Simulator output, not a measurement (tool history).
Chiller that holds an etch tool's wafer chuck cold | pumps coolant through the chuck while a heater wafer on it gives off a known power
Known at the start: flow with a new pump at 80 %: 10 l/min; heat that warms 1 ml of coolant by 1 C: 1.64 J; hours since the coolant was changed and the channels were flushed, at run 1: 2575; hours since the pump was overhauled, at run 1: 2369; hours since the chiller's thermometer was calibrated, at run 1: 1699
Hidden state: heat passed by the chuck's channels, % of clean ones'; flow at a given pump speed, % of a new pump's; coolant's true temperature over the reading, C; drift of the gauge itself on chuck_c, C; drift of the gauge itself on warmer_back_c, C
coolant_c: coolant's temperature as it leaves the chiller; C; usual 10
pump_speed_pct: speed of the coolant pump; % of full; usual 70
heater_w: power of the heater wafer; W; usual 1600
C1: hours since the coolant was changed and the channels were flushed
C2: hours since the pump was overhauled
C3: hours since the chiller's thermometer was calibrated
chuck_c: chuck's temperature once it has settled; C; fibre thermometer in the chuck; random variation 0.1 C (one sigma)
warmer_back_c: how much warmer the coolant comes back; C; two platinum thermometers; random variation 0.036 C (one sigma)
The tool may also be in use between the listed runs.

{"run": 1, "hour": 0.0, "coolant_c": 10, "pump_speed_pct": 70, "heater_w": 1600, "C1": 2575, "C2": 2369, "C3": 1699, "chuck_c": 34.1, "warmer_back_c": 7.15}
{"run": 2, "hour": 130.4, "coolant_c": 10, "pump_speed_pct": 70, "heater_w": 1600, "C1": 2705, "C2": 2500, "C3": 1829, "chuck_c": 34.3, "warmer_back_c": 7.15}
{"run": 3, "hour": 253.9, "coolant_c": 10, "pump_speed_pct": 69, "heater_w": 1600, "C1": 2829, "C2": 2623, "C3": 1953, "chuck_c": 34.7, "warmer_back_c": 7.29}
{"hour": 293.3, "done": "coolant changed, channels flushed"}
{"run": 4, "hour": 373.7, "coolant_c": 10, "pump_speed_pct": 70, "heater_w": 1600, "C1": 80, "C2": 2737, "C3": 2066, "chuck_c": 32.7, "warmer_back_c": 7.21}
{"run": 5, "hour": 538.5, "coolant_c": 1, "pump_speed_pct": 70, "heater_w": 1600, "C1": 245, "C2": 2902, "C3": 2231, "chuck_c": 23.9, "warmer_back_c": 7.25}
{"run": 6, "hour": 637.7, "coolant_c": 17, "pump_speed_pct": 84, "heater_w": 1600, "C1": 344, "C2": 3001, "C3": 2330, "chuck_c": 36.9, "warmer_back_c": 6.01}
{"run": 7, "hour": 715.2, "coolant_c": 17, "pump_speed_pct": 84, "heater_w": 1600, "C1": 422, "C2": 3079, "C3": 2408, "chuck_c": 37, "warmer_back_c": 6.06}
{"run": 8, "hour": 869.1, "coolant_c": 10, "pump_speed_pct": 62, "heater_w": 1600, "C1": 576, "C2": 3232, "C3": 2562, "chuck_c": 35.6, "warmer_back_c": 8.23}
{"run": 9, "hour": 1024.6, "coolant_c": 12, "pump_speed_pct": 63, "heater_w": 1600, "C1": 731, "C2": 3388, "C3": 2717, "chuck_c": 37.7, "warmer_back_c": 8.14}
{"run": 10, "hour": 1124.6, "coolant_c": 10, "pump_speed_pct": 98, "heater_w": 1590, "C1": 831, "C2": 3488, "C3": 2817, "chuck_c": 27.7, "warmer_back_c": 5.24}

Forecast each of these 4 alternatives for the next run:
{"run": "A", "hour": 1278.6, "coolant_c": 14, "pump_speed_pct": 93, "heater_w": 1625, "C1": 985, "C2": 3642, "C3": 2971, "chuck_c": "?", "warmer_back_c": "?"}
{"run": "B", "hour": 1278.6, "coolant_c": 19, "pump_speed_pct": 62, "heater_w": 2203, "C1": 985, "C2": 3642, "C3": 2971, "chuck_c": "?", "warmer_back_c": "?"}
{"run": "C", "hour": 1278.6, "coolant_c": 10, "pump_speed_pct": 86, "heater_w": 1590, "C1": 985, "C2": 3642, "C3": 2971, "chuck_c": "?", "warmer_back_c": "?"}
{"run": "D", "hour": 1278.6, "coolant_c": 8, "pump_speed_pct": 86, "heater_w": 1297, "C1": 985, "C2": 3642, "C3": 2971, "chuck_c": "?", "warmer_back_c": "?"}

run=A chuck_c=33.4 warmer_back_c=5.67
run=B chuck_c=55 warmer_back_c=11.53
run=C chuck_c=30.1 warmer_back_c=5.91
run=D chuck_c=24.3 warmer_back_c=4.85
Without the tool's hidden state the same runs would have given:
run=A chuck_c=31.6 warmer_back_c=5.14
run=B chuck_c=51.5 warmer_back_c=10.46
run=C chuck_c=28.2 warmer_back_c=5.36
run=D chuck_c=22.8 warmer_back_c=4.39
